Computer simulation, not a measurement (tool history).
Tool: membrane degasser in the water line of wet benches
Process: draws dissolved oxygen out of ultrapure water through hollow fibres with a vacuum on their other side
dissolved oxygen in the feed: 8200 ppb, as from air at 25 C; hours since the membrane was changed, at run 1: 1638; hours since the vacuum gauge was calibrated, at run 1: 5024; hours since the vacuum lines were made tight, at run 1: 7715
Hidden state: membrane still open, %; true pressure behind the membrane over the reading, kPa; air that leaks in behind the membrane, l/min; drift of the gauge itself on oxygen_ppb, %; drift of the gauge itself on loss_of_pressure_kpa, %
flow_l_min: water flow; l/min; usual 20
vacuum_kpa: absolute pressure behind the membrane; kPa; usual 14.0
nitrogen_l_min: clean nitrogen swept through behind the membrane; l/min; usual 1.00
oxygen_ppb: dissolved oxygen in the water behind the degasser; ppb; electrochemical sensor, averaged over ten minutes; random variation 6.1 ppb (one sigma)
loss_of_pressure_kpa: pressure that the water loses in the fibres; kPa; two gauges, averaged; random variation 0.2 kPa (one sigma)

run,hour,flow_l_min,vacuum_kpa,nitrogen_l_min,hours since the membrane was changed,hours since the vacuum gauge was calibrated,hours since the vacuum lines were made tight,oxygen_ppb,loss_of_pressure_kpa
1,0.0,20,14.0,1.00,1638,5024,7715,612.4,46.65
2,31.7,20,14.0,1.00,1670,5056,7747,619.6,46.32
3,55.4,20,14.0,1.00,1693,5079,7770,606.0,46.52
4,87.5,20,14.0,1.00,1725,5111,7803,613.0,46.91
5,131.1,20,14.0,1.00,1769,5155,7846,603.7,46.49
6,183.4,23,14.0,1.00,1821,5207,7899,716.0,53.60
7,210.7,23,14.0,1.00,1849,5235,7926,712.8,53.19
8,260.2,20,14.0,1.00,1898,5284,7975,619.7,46.34
9,305.6,20,14.0,1.00,1943,5330,8021,627.8,46.35
10,330.6,20,14.0,1.00,1968,5355,8046,616.2,46.57
11,368.1,20,14.0,1.00,2006,5392,8083,612.8,46.67
12,408.4,20,14.0,1.00,2046,5432,8124,613.0,46.44
13,435.7,20,14.0,1.00,2074,5460,8151,611.1,46.18
14,463.4,20,14.0,2.90,2101,5487,8178,340.1,46.07
15,508.3,20,14.0,1.00,2146,5532,8223,618.2,46.05
16,537.4,20,14.0,1.00,2175,5561,8253,616.0,45.97
17,585.3,20,14.0,1.00,2223,5609,8300,604.4,46.20
18,619.1,28,21.5,0.42,2257,5643,8334,1998.3,64.54
19,647.8,17,15.2,0.78,2286,5672,8363,652.1,39.18
20,686.3,20,14.0,2.02,2324,5710,8401,411.0,45.77
21,738.6,20,14.0,2.02,2376,5763,8454,406.5,46.03
22,780.9,12,27.9,0.58,2419,5805,8496,1050.8,27.52
23,813.3,18,11.2,0.66,2451,5837,8528,564.3,41.45
24,861.3,18,11.2,0.66,2499,5885,8576,579.4,41.49
25,887.4,25,11.2,1.64,2525,5911,8603,511.1,57.16
26,929.5,16,10.2,1.54,2567,5953,8645,278.0,36.77
27,974.3,16,10.2,1.54,2612,5998,8689,280.4,36.57
28,1027.4,16,10.2,1.54,2665,6051,8743,278.3,36.97
29,1051.9,14,16.3,2.66,2690,6076,8767,249.6,32.00
30,1087.6,14,16.3,2.66,2725,6112,8803,248.1,31.80
31,1127.3,14,16.3,2.66,2765,6151,8842,248.2,31.90
32,1172.4,25,14.0,0.66,2810,6196,8888,976.5,57.17
33,1218.4,29,21.3,0.95,2856,6242,8934,1294.0,66.13

Forecast each of these 3 alternatives for the next run:
A,1261.0,29,21.3,0.80,2899,6285,8976,?,?
B,1261.0,14,8.6,1.40,2899,6285,8976,?,?
C,1261.0,29,16.3,2.25,2899,6285,8976,?,?

run,oxygen_ppb,loss_of_pressure_kpa
A,1406.9,66.26
B,210.0,31.98
C,665.8,66.22
Without the tool's hidden state the same runs would have given:
run,oxygen_ppb,loss_of_pressure_kpa
A,1405.6,67.48
B,209.4,32.56
C,664.8,67.44
